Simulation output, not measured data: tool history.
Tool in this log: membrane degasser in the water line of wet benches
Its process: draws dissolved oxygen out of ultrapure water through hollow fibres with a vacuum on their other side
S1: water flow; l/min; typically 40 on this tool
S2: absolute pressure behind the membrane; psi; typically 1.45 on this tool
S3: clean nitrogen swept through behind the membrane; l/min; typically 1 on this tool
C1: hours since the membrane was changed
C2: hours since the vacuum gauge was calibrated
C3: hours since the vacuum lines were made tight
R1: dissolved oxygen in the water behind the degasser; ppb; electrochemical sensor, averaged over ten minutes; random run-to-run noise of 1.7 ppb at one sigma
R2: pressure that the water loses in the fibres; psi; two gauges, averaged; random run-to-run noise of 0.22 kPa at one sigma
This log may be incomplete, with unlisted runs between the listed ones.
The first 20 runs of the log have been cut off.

{"run": 21, "hour": 2296.5, "S1": 26, "S2": 1.26, "S3": 1, "C1": 6558, "C2": 2512, "C3": 1021, "R1": 298.9, "R2": 4.947}
{"run": 22, "hour": 2404.7, "S1": 57, "S2": 1.13, "S3": 1.44, "C1": 6667, "C2": 2620, "C3": 1129, "R1": 404.3, "R2": 10.905}
{"run": 23, "hour": 2529.9, "S1": 62, "S2": 2.39, "S3": 2.97, "C1": 6792, "C2": 2745, "C3": 1254, "R1": 641.6, "R2": 11.828}
{"run": 24, "hour": 2611.6, "S1": 62, "S2": 2.39, "S3": 2.97, "C1": 6873, "C2": 2827, "C3": 1336, "R1": 636.3, "R2": 11.887}
{"run": 25, "hour": 2697.4, "S1": 62, "S2": 2.39, "S3": 2.97, "C1": 6959, "C2": 2913, "C3": 1422, "R1": 640.2, "R2": 11.808}
{"run": 26, "hour": 2803.0, "S1": 62, "S2": 2.39, "S3": 2.97, "C1": 7065, "C2": 3018, "C3": 1527, "R1": 637.4, "R2": 11.863}
{"run": 27, "hour": 2884.0, "S1": 40, "S2": 0.99, "S3": 2.24, "C1": 7146, "C2": 3099, "C3": 1608, "R1": 158, "R2": 7.658}
{"run": 28, "hour": 2954.7, "S1": 63, "S2": 1.49, "S3": 0.82, "C1": 7217, "C2": 3170, "C3": 1679, "R1": 913.3, "R2": 12.195}
{"run": 29, "hour": 3032.5, "S1": 63, "S2": 1.49, "S3": 0.82, "C1": 7294, "C2": 3248, "C3": 1757, "R1": 919.2, "R2": 12.134}
{"run": 30, "hour": 3160.7, "S1": 42, "S2": 2.51, "S3": 2.05, "C1": 7423, "C2": 3376, "C3": 1885, "R1": 614.7, "R2": 8.121}
{"run": 31, "hour": 3255.1, "S1": 38, "S2": 2.94, "S3": 2.05, "C1": 7517, "C2": 3470, "C3": 1979, "R1": 668.5, "R2": 7.333}
{"run": 32, "hour": 3357.6, "S1": 38, "S2": 2.94, "S3": 2.05, "C1": 7619, "C2": 3573, "C3": 2082, "R1": 673.4, "R2": 7.38}

Consider 4 possible next runs. They are alternatives, not a sequence: every one starts from the tool as it was left by run 32. What does each give?
{"run": "A", "hour": 3423.2, "S1": 40, "S2": 0.93, "S3": 1.75, "C1": 7685, "C2": 3639, "C3": 2148, "R1": "?", "R2": "?"}
{"run": "B", "hour": 3423.2, "S1": 60, "S2": 2.94, "S3": 2.05, "C1": 7685, "C2": 3639, "C3": 2148, "R1": "?", "R2": "?"}
{"run": "C", "hour": 3423.2, "S1": 62, "S2": 0.9, "S3": 2.05, "C1": 7685, "C2": 3639, "C3": 2148, "R1": "?", "R2": "?"}
{"run": "D", "hour": 3423.2, "S1": 63, "S2": 1.45, "S3": 1.16, "C1": 7685, "C2": 3639, "C3": 2148, "R1": "?", "R2": "?"}

run=A R1=172.3 R2=7.784
run=B R1=1011.8 R2=11.603
run=C R1=257.1 R2=12.064
run=D R1=715 R2=12.275
The same runs, with their run-to-run variation unchanged, on a tool lacking any hidden condition would have given:
run=A R1=172.1 R2=7.583
run=B R1=1011.4 R2=11.301
run=C R1=256.7 R2=11.752
run=D R1=714.5 R2=11.957
